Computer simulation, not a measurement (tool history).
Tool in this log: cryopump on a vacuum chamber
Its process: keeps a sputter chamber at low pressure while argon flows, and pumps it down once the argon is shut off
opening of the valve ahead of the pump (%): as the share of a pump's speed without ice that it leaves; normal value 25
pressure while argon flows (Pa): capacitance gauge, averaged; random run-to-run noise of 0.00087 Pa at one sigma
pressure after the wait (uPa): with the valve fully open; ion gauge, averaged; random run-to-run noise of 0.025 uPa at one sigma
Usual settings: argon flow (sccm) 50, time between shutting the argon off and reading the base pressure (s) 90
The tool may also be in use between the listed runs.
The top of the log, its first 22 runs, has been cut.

| run | day | argon flow (sccm) | time between shutting the argon off and reading the base pressure (s) | opening of the valve ahead of the pump (%) | hours of work since the pump was warmed up and emptied | hours of work since the cold head was overhauled | hours of work since the chamber's fittings were tightened | pressure while argon flows (Pa) | pressure after the wait (uPa) |
|---|---|---|---|---|---|---|---|---|---|
| 23 | 32.096 | 31 | 70 | 25 | 781 | 1890 | 1705 | 0.1164 | 1.63 |
| 24 | 34.029 | 95 | 22 | 25 | 822 | 1931 | 1746 | 0.3577 | 3.94 |
| 25 | 35.675 | 50 | 40 | 18 | 857 | 1966 | 1781 | 0.2573 | 2.39 |
| 26 | 37.404 | 36 | 234 | 22 | 894 | 2003 | 1818 | 0.1537 | 0.92 |
| 27 | 39 | 36 | 33 | 22 | 928 | 2037 | 1852 | 0.1545 | 2.88 |
| 28 | 41.033 | 50 | 90 | 39 | 972 | 2080 | 1896 | 0.1248 | 1.45 |
| 29 | 42.883 | 20 | 90 | 23 | 1011 | 2119 | 1935 | 0.0831 | 1.45 |
| 30 | 44.654 | 47 | 190 | 57 | 1049 | 2157 | 1973 | 0.0836 | 1.05 |
|  | 46.104 | pump warmed up, emptied and cooled again |
| 31 | 46.662 | 71 | 90 | 25 | 12 | 2195 | 2011 | 0.256 | 1.35 |
| 32 | 48.55 | 50 | 90 | 34 | 52 | 2235 | 2051 | 0.1335 | 1.35 |
| 33 | 50.392 | 50 | 90 | 34 | 91 | 2275 | 2090 | 0.1322 | 1.36 |
| 34 | 51.742 | 50 | 90 | 34 | 120 | 2303 | 2119 | 0.1333 | 1.4 |

Each row is a separate what-if for the run after 34, all from the same tool condition, not one after another. Results?
| A | 52.933 | 50 | 90 | 32 | 145 | 2329 | 2144 | ? | ? |
| B | 52.933 | 36 | 90 | 25 | 145 | 2329 | 2144 | ? | ? |
| C | 52.933 | 50 | 90 | 18 | 145 | 2329 | 2144 | ? | ? |

| run | pressure while argon flows (Pa) | pressure after the wait (uPa) |
|---|---|---|
| A | 0.141 | 1.39 |
| B | 0.1306 | 1.45 |
| C | 0.2508 | 1.4 |
With the hidden condition removed and each run's random variation left untouched, the same runs would have given:
| run | pressure while argon flows (Pa) | pressure after the wait (uPa) |
|---|---|---|
| A | 0.1384 | 0.98 |
| B | 0.1288 | 1.03 |
| C | 0.2483 | 0.98 |
